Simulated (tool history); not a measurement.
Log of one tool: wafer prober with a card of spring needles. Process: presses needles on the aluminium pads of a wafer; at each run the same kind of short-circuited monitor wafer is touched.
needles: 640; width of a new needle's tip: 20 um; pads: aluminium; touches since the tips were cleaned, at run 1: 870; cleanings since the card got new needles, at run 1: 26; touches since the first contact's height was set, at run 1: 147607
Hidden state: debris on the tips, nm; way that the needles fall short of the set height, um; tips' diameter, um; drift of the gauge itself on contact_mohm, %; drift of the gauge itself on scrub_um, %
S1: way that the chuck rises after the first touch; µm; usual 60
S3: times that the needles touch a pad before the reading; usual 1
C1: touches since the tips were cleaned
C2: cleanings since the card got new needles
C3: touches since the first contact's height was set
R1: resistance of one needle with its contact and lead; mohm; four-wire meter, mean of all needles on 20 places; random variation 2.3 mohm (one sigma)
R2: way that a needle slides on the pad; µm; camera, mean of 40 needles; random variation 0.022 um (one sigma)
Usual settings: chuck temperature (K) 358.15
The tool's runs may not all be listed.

{"run": 1, "hour": 0.0, "S1": 60, "chuck temperature (K)": 358.15, "S3": 1, "C1": 870, "C2": 26, "C3": 147607, "R1": 323, "R2": 7.59}
{"hour": 4.0, "done": "height of the first contact set anew"}
{"hour": 6.4, "done": "tips cleaned on abrasive film"}
{"run": 2, "hour": 11.8, "S1": 60, "chuck temperature (K)": 358.15, "S3": 1, "C1": 4177, "C2": 27, "C3": 5886, "R1": 382, "R2": 7.88}
{"hour": 13.9, "done": "tips cleaned on abrasive film"}
{"run": 3, "hour": 19.3, "S1": 60, "chuck temperature (K)": 358.15, "S3": 1, "C1": 4153, "C2": 28, "C3": 11571, "R1": 378, "R2": 7.9}
{"hour": 21.0, "done": "tips cleaned on abrasive film"}
{"run": 4, "hour": 26.5, "S1": 60, "chuck temperature (K)": 358.15, "S3": 3, "C1": 4244, "C2": 29, "C3": 16990, "R1": 305, "R2": 7.87}
{"hour": 28.3, "done": "tips cleaned on abrasive film"}
{"run": 5, "hour": 34.5, "S1": 60, "chuck temperature (K)": 358.15, "S3": 3, "C1": 4762, "C2": 30, "C3": 23041, "R1": 308, "R2": 7.84}
{"hour": 36.0, "done": "tips cleaned on abrasive film"}
{"hour": 43.3, "done": "tips cleaned on abrasive film"}
{"run": 6, "hour": 46.9, "S1": 60, "chuck temperature (K)": 306.15, "S3": 1, "C1": 2735, "C2": 32, "C3": 32417, "R1": 349, "R2": 7.85}
{"hour": 51.2, "done": "tips cleaned on abrasive film"}
{"run": 7, "hour": 57.0, "S1": 60, "chuck temperature (K)": 306.15, "S3": 1, "C1": 4461, "C2": 33, "C3": 40099, "R1": 384, "R2": 7.82}
{"hour": 58.4, "done": "tips cleaned on abrasive film"}
{"hour": 65.7, "done": "tips cleaned on abrasive film"}
{"run": 8, "hour": 65.7, "S1": 60, "chuck temperature (K)": 306.15, "S3": 1, "C1": 0, "C2": 35, "C3": 46583, "R1": 254, "R2": 7.79}
{"run": 9, "hour": 71.2, "S1": 60, "chuck temperature (K)": 306.15, "S3": 1, "C1": 4243, "C2": 35, "C3": 50826, "R1": 384, "R2": 7.76}
{"hour": 73.0, "done": "tips cleaned on abrasive film"}
{"run": 10, "hour": 79.5, "S1": 50, "chuck temperature (K)": 310.15, "S3": 2, "C1": 5009, "C2": 36, "C3": 57134, "R1": 372, "R2": 6.46}
{"hour": 80.8, "done": "tips cleaned on abrasive film"}
{"hour": 88.1, "done": "tips cleaned on abrasive film"}
{"run": 11, "hour": 91.0, "S1": 48, "chuck temperature (K)": 310.15, "S3": 1, "C1": 2274, "C2": 38, "C3": 65811, "R1": 415, "R2": 6.17}
{"hour": 95.7, "done": "tips cleaned on abrasive film"}
{"run": 12, "hour": 96.5, "S1": 48, "chuck temperature (K)": 356.15, "S3": 1, "C1": 653, "C2": 39, "C3": 69945, "R1": 353, "R2": 6.2}
{"hour": 102.8, "done": "tips cleaned on abrasive film"}
{"run": 13, "hour": 104.3, "S1": 65, "chuck temperature (K)": 356.15, "S3": 2, "C1": 1169, "C2": 40, "C3": 75810, "R1": 291, "R2": 8.37}
{"hour": 109.7, "done": "tips cleaned on abrasive film"}
{"run": 14, "hour": 110.5, "S1": 60, "chuck temperature (K)": 328.15, "S3": 1, "C1": 626, "C2": 41, "C3": 80531, "R1": 307, "R2": 7.73}
{"hour": 117.6, "done": "tips cleaned on abrasive film"}
{"run": 15, "hour": 117.7, "S1": 49, "chuck temperature (K)": 398.15, "S3": 1, "C1": 66, "C2": 42, "C3": 85956, "R1": 298, "R2": 6.24}

Measured less the same run without the tool's hidden state. The same run-to-run variation is in both; the gauge's scatter may not be:
run=1 R1=+65 R2=-0.36
run=2 R1=+124 R2=-0.01
run=3 R1=+120 R2=-0.03
run=4 R1=+45 R2=-0.04
run=5 R1=+48 R2=-0.06
run=6 R1=+111 R2=-0.08
run=7 R1=+140 R2=-0.10
run=8 R1=+11 R2=-0.12
run=9 R1=+140 R2=-0.12
run=10 R1=+123 R2=-0.13
run=11 R1=+163 R2=-0.16
run=12 R1=+88 R2=-0.17
run=13 R1=+38 R2=-0.19
run=14 R1=+55 R2=-0.21
run=15 R1=+21 R2=-0.22
